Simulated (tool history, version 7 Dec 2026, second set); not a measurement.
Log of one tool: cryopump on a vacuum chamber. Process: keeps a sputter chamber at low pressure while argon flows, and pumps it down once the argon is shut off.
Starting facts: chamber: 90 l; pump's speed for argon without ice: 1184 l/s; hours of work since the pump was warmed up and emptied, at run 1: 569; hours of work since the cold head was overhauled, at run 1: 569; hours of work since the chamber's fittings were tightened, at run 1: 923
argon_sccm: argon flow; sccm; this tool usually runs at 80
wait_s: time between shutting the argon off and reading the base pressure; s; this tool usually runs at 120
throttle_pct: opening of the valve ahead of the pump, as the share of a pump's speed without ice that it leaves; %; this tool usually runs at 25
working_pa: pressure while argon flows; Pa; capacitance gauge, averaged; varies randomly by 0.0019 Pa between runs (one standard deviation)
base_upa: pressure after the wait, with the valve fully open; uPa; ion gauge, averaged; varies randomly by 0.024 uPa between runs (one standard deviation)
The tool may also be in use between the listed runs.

run   hour  argon_sccm  wait_s  throttle_pct  hours of work since the pump was warmed up and emptied  hours of work since the cold head was overhauled  hours of work since the chamber's fittings were tightened  working_pa  base_upa
  1    0.0          80     120            25                                                     569                                               569                                                        923      0.4889      4.56
  2   32.2          80     120            25                                                     595                                               595                                                        949      0.4930      4.73
  3   64.9          80     120            25                                                     622                                               622                                                        976      0.4951      4.87
  4  110.4          80     288            25                                                     659                                               659                                                       1013      0.4966      4.85
  5  132.8          80     120            57                                                     677                                               677                                                       1031      0.2424      5.21
  6  166.9          37     120            25                                                     705                                               705                                                       1059      0.2316      5.28
  7  208.9          37     120            25                                                     740                                               740                                                       1094      0.2346      5.65
  8  234.4          37     120            25                                                     761                                               761                                                       1115      0.2353      5.74
     244.6  -- leaking fittings of the chamber tightened, without venting
  9  288.9          55     120            25                                                     804                                               804                                                         36      0.3512      1.21
     305.5  -- pump warmed up, emptied and cooled again
 10  330.3          80     120            25                                                      20                                               833                                                         66      0.4595      1.14
 11  357.5          80     120            25                                                      43                                               856                                                         88      0.4623      1.13
 12  402.2         154     120            25                                                      79                                               892                                                        125      0.8942      1.28
 13  446.6         154     120            25                                                     116                                               929                                                        161      0.8915      1.39
 14  476.2          38     152            56                                                     140                                               953                                                        186      0.1019      1.40
 15  499.7         109      50            21                                                     159                                               972                                                        205      0.7531      2.49
 16  545.6         109      50            21                                                     197                                              1010                                                        243      0.7643      2.58
 17  597.5          40      78            21                                                     239                                              1052                                                        285      0.2789      2.19
 18  632.5          40      78            21                                                     268                                              1081                                                        314      0.2804      2.29
 19  658.8          40      78            21                                                     290                                              1103                                                        335      0.2799      2.39
 20  684.9          55     284            16                                                     311                                              1124                                                        357      0.5090      1.72
 21  718.6          47      79            25                                                     338                                              1152                                                        384      0.2810      2.54
 22  747.4          80      98            59                                                     362                                              1175                                                        408      0.2179      2.58
 23  783.8          80      98            59                                                     392                                              1205                                                        438      0.2192      2.64
 24  822.8          80      98            59                                                     424                                              1237                                                        470      0.2224      2.62
 25  869.6          86      28            17                                                     462                                              1275                                                        508      0.7598      4.88

Each row is a separate what-if for the run after 25, all from the same tool condition, not one after another. Results?
  A  900.6          73      64            38                                                     488                                              1301                                                        534           ?         ?
  B  900.6          86      30            17                                                     488                                              1301                                                        534           ?         ?
  C  900.6          84     120            25                                                     488                                              1301                                                        534           ?         ?
  D  900.6          76     120            55                                                     488                                              1301                                                        534           ?         ?

run  working_pa  base_upa
  A      0.3018      3.58
  B      0.7631      4.77
  C      0.5137      2.93
  D      0.2300      2.96
Take away the tool's hidden state, keep each run's random variation, and the runs would have read:
run  working_pa  base_upa
  A      0.2720      1.50
  B      0.7275      2.78
  C      0.4791      0.90
  D      0.1985      0.91
